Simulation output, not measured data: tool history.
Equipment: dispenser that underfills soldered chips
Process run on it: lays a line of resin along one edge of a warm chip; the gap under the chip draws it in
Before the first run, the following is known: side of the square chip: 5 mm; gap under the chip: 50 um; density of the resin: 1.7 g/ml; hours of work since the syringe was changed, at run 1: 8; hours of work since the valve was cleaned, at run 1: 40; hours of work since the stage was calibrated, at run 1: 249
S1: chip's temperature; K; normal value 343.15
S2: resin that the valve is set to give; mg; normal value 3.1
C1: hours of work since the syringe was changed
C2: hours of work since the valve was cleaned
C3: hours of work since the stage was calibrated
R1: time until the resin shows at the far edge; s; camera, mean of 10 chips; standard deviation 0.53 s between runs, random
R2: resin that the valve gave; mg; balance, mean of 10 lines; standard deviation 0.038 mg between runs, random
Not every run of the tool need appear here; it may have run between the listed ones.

run,hour,S1,S2,C1,C2,C3,R1,R2
1,0,343.15,3.1,8,40,249,92.1,3.01
# hour 2.5: new syringe of resin
2,5.8,343.15,3.1,2,43,252,56.1,2.97
3,13.8,343.15,3.1,7,48,257,85.6,3
# hour 17.3: new syringe of resin
4,19.1,343.15,3.1,1,51,260,56,3.06
5,27,343.15,3.1,6,56,265,83.2,2.96
# hour 32: new syringe of resin
6,33.6,343.15,2.84,1,60,269,54.1,2.75
7,41.9,343.15,2.84,6,65,274,84.5,2.73
# hour 46.9: new syringe of resin
8,47.9,334.15,3.1,1,68,277,87,3
9,55.1,343.15,3.1,5,73,282,75.1,2.94
10,59.9,343.15,3.1,8,76,285,98.4,3
# hour 62.2: new syringe of resin
11,68.3,343.15,3.1,4,81,290,69.2,2.89
# hour 76.7: new syringe of resin
12,77.2,343.15,3.1,0,86,295,52.2,2.94
13,87.9,343.15,3.1,7,93,302,91.9,2.92
# hour 91.3: new syringe of resin
14,98.3,343.15,2.62,4,99,308,76.1,2.42
# hour 105.7: new syringe of resin
15,105.7,343.15,2.62,0,103,312,54.7,2.47
16,112.6,343.15,2.62,4,107,316,75.7,2.45
# hour 120.4: new syringe of resin
# hour 121.4: dispensing valve cleaned and set on the balance
17,121.4,343.15,3.1,0,0,321,48.7,3.08
18,129.6,343.15,3.1,5,5,326,76.5,3.14
# hour 135.9: new syringe of resin
19,140.5,343.15,3.1,3,11,332,64.8,3.06
# hour 150.4: new syringe of resin
20,151.7,334.15,3.33,1,18,339,88.4,3.3
21,160.7,337.15,3.4,6,24,345,116.7,3.32
# hour 165.1: new syringe of resin
22,166.8,339.15,2.75,1,27,348,72.8,2.71
23,172.7,357.15,3.24,5,31,352,35.6,3.24
# hour 175.2: stage's temperature calibrated
# hour 180.5: new syringe of resin
24,184.1,330.15,2.87,2,37,5,110.6,2.76
25,192.3,330.15,2.87,7,42,10,174.4,2.87
# hour 195.4: new syringe of resin
26,202.2,352.15,3.29,4,48,16,39.1,3.19
27,208.7,352.15,3.29,8,52,20,54.7,3.23
# hour 209.8: new syringe of resin
28,216.1,358.15,3.69,4,56,24,27.8,3.61
29,221.5,358.15,3.69,7,60,28,36.9,3.5
# hour 224.9: new syringe of resin
30,231.7,358.15,3.69,4,66,34,29.6,3.47
# hour 240: new syringe of resin
31,243,358.15,3.69,2,72,41,24,3.5
32,251.4,358.15,3.69,7,77,46,36.7,3.55
# hour 254.7: new syringe of resin
33,258.2,358.15,3.69,2,81,50,25.3,3.5
34,266.6,358.15,2.96,7,87,55,40.3,2.87
# hour 269: new syringe of resin
35,275.6,356.15,2.96,4,92,60,32.4,2.76
36,280.8,356.15,2.96,7,95,63,42.9,2.77
# hour 283.9: new syringe of resin
37,292.2,356.15,2.96,5,102,70,36,2.71

Forecast each of these 3 alternatives for the next run:
A,297.3,348.15,2.77,8,105,73,?,?
B,297.3,348.15,3.46,8,105,73,?,?
C,297.3,339.15,2.96,8,105,73,?,?

run,R1,R2
A,75.1,2.62
B,70.2,3.14
C,119.7,2.68
Stripped of hidden state, with their random variation kept, the same runs would have yielded:
run,R1,R2
A,34.1,2.81
B,32.7,3.37
C,54.8,2.88
